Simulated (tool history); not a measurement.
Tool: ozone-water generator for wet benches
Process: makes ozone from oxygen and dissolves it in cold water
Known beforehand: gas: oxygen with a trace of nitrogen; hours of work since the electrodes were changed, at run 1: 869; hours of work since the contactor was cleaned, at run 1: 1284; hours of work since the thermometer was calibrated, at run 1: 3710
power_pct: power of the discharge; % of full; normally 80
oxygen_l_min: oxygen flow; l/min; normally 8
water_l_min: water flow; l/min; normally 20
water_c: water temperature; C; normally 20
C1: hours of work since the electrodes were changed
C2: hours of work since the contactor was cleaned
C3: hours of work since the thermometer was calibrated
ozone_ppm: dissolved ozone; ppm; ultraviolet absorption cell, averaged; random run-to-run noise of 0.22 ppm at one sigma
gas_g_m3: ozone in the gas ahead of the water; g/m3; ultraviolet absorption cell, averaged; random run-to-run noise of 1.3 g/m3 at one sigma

{"run": 1, "hour": 0.0, "power_pct": 80, "oxygen_l_min": 8, "water_l_min": 20, "water_c": 20, "C1": 869, "C2": 1284, "C3": 3710, "ozone_ppm": 31.4, "gas_g_m3": 244.1}
{"run": 2, "hour": 31.0, "power_pct": 80, "oxygen_l_min": 8, "water_l_min": 20, "water_c": 20, "C1": 887, "C2": 1303, "C3": 3729, "ozone_ppm": 31.4, "gas_g_m3": 245}
{"run": 3, "hour": 60.1, "power_pct": 80, "oxygen_l_min": 8, "water_l_min": 20, "water_c": 20, "C1": 905, "C2": 1321, "C3": 3747, "ozone_ppm": 31.2, "gas_g_m3": 241.9}
{"run": 4, "hour": 92.5, "power_pct": 80, "oxygen_l_min": 8, "water_l_min": 20, "water_c": 20, "C1": 925, "C2": 1341, "C3": 3767, "ozone_ppm": 31.6, "gas_g_m3": 245.8}
{"run": 5, "hour": 132.4, "power_pct": 80, "oxygen_l_min": 8, "water_l_min": 20, "water_c": 20, "C1": 949, "C2": 1365, "C3": 3791, "ozone_ppm": 31.4, "gas_g_m3": 245.9}
{"run": 6, "hour": 151.7, "power_pct": 80, "oxygen_l_min": 8, "water_l_min": 20, "water_c": 20, "C1": 961, "C2": 1377, "C3": 3803, "ozone_ppm": 31.5, "gas_g_m3": 245.2}
{"run": 7, "hour": 182.8, "power_pct": 80, "oxygen_l_min": 8, "water_l_min": 20, "water_c": 20, "C1": 980, "C2": 1396, "C3": 3822, "ozone_ppm": 31.8, "gas_g_m3": 242.4}
{"run": 8, "hour": 220.7, "power_pct": 80, "oxygen_l_min": 8, "water_l_min": 12, "water_c": 20, "C1": 1003, "C2": 1419, "C3": 3845, "ozone_ppm": 40.2, "gas_g_m3": 243.5}
{"run": 9, "hour": 253.6, "power_pct": 80, "oxygen_l_min": 8, "water_l_min": 20, "water_c": 20, "C1": 1023, "C2": 1439, "C3": 3865, "ozone_ppm": 31.4, "gas_g_m3": 242.5}
{"run": 10, "hour": 275.9, "power_pct": 80, "oxygen_l_min": 4.94, "water_l_min": 20, "water_c": 20, "C1": 1037, "C2": 1453, "C3": 3879, "ozone_ppm": 34, "gas_g_m3": 332}
{"run": 11, "hour": 295.1, "power_pct": 80, "oxygen_l_min": 4.94, "water_l_min": 20, "water_c": 20, "C1": 1049, "C2": 1464, "C3": 3890, "ozone_ppm": 33.6, "gas_g_m3": 331.8}
{"run": 12, "hour": 326.4, "power_pct": 80, "oxygen_l_min": 8, "water_l_min": 20, "water_c": 20, "C1": 1068, "C2": 1483, "C3": 3910, "ozone_ppm": 31.3, "gas_g_m3": 243.1}
{"run": 13, "hour": 351.3, "power_pct": 80, "oxygen_l_min": 8, "water_l_min": 20, "water_c": 20, "C1": 1083, "C2": 1499, "C3": 3925, "ozone_ppm": 31.3, "gas_g_m3": 241.9}
{"run": 14, "hour": 378.6, "power_pct": 52, "oxygen_l_min": 10.89, "water_l_min": 22, "water_c": 25, "C1": 1100, "C2": 1515, "C3": 3941, "ozone_ppm": 19, "gas_g_m3": 154.7}
{"run": 15, "hour": 398.7, "power_pct": 52, "oxygen_l_min": 10.89, "water_l_min": 22, "water_c": 25, "C1": 1112, "C2": 1528, "C3": 3954, "ozone_ppm": 19, "gas_g_m3": 152.7}
{"hour": 404.6, "done": "contactor cleaned"}
{"run": 16, "hour": 437.3, "power_pct": 68, "oxygen_l_min": 11.77, "water_l_min": 20, "water_c": 20, "C1": 1133, "C2": 20, "C3": 3975, "ozone_ppm": 25.4, "gas_g_m3": 172.5}
{"run": 17, "hour": 466.7, "power_pct": 65, "oxygen_l_min": 9.43, "water_l_min": 20, "water_c": 21, "C1": 1151, "C2": 38, "C3": 3993, "ozone_ppm": 25.9, "gas_g_m3": 191.4}
{"run": 18, "hour": 502.0, "power_pct": 80, "oxygen_l_min": 7.16, "water_l_min": 20, "water_c": 21, "C1": 1173, "C2": 59, "C3": 4014, "ozone_ppm": 31.1, "gas_g_m3": 260.8}
{"run": 19, "hour": 536.1, "power_pct": 48, "oxygen_l_min": 4.18, "water_l_min": 17, "water_c": 21, "C1": 1193, "C2": 80, "C3": 4035, "ozone_ppm": 27.7, "gas_g_m3": 275.7}
{"run": 20, "hour": 561.7, "power_pct": 47, "oxygen_l_min": 8, "water_l_min": 20, "water_c": 20, "C1": 1209, "C2": 96, "C3": 4051, "ozone_ppm": 22.5, "gas_g_m3": 176.8}
{"run": 21, "hour": 596.3, "power_pct": 80, "oxygen_l_min": 4.26, "water_l_min": 17, "water_c": 24, "C1": 1230, "C2": 117, "C3": 4072, "ozone_ppm": 35.3, "gas_g_m3": 357}
{"run": 22, "hour": 638.9, "power_pct": 80, "oxygen_l_min": 8.91, "water_l_min": 20, "water_c": 20, "C1": 1256, "C2": 143, "C3": 4098, "ozone_ppm": 30.2, "gas_g_m3": 225.7}
{"hour": 652.5, "done": "contactor cleaned, once more"}
{"run": 23, "hour": 678.4, "power_pct": 80, "oxygen_l_min": 5.19, "water_l_min": 19, "water_c": 20, "C1": 1278, "C2": 16, "C3": 4120, "ozone_ppm": 35, "gas_g_m3": 320.1}
{"run": 24, "hour": 706.5, "power_pct": 62, "oxygen_l_min": 13.58, "water_l_min": 15, "water_c": 17, "C1": 1295, "C2": 33, "C3": 4137, "ozone_ppm": 27.9, "gas_g_m3": 146.6}
{"run": 25, "hour": 727.9, "power_pct": 62, "oxygen_l_min": 13.58, "water_l_min": 15, "water_c": 17, "C1": 1308, "C2": 46, "C3": 4150, "ozone_ppm": 27.7, "gas_g_m3": 148}
{"run": 26, "hour": 749.5, "power_pct": 62, "oxygen_l_min": 13.58, "water_l_min": 15, "water_c": 17, "C1": 1321, "C2": 59, "C3": 4163, "ozone_ppm": 27.9, "gas_g_m3": 147.1}

4 ways to go on from here, each from the tool as it stands after run 26. What would each give?
{"run": "A", "hour": 786.8, "power_pct": 80, "oxygen_l_min": 5.43, "water_l_min": 21, "water_c": 20, "C1": 1344, "C2": 82, "C3": 4186, "ozone_ppm": "?", "gas_g_m3": "?"}
{"run": "B", "hour": 786.8, "power_pct": 80, "oxygen_l_min": 8, "water_l_min": 20, "water_c": 17, "C1": 1344, "C2": 82, "C3": 4186, "ozone_ppm": "?", "gas_g_m3": "?"}
{"run": "C", "hour": 786.8, "power_pct": 80, "oxygen_l_min": 9.37, "water_l_min": 20, "water_c": 22, "C1": 1344, "C2": 82, "C3": 4186, "ozone_ppm": "?", "gas_g_m3": "?"}
{"run": "D", "hour": 786.8, "power_pct": 41, "oxygen_l_min": 13.58, "water_l_min": 15, "water_c": 14, "C1": 1344, "C2": 82, "C3": 4186, "ozone_ppm": "?", "gas_g_m3": "?"}

run=A ozone_ppm=32.6 gas_g_m3=307.1
run=B ozone_ppm=32.8 gas_g_m3=242
run=C ozone_ppm=29 gas_g_m3=215.9
run=D ozone_ppm=23.5 gas_g_m3=114.4
Had the tool no hidden state, the same runs would have come out as:
run=A ozone_ppm=34.3 gas_g_m3=319.6
run=B ozone_ppm=34.5 gas_g_m3=251.8
run=C ozone_ppm=30.5 gas_g_m3=224.6
run=D ozone_ppm=24.4 gas_g_m3=117.4

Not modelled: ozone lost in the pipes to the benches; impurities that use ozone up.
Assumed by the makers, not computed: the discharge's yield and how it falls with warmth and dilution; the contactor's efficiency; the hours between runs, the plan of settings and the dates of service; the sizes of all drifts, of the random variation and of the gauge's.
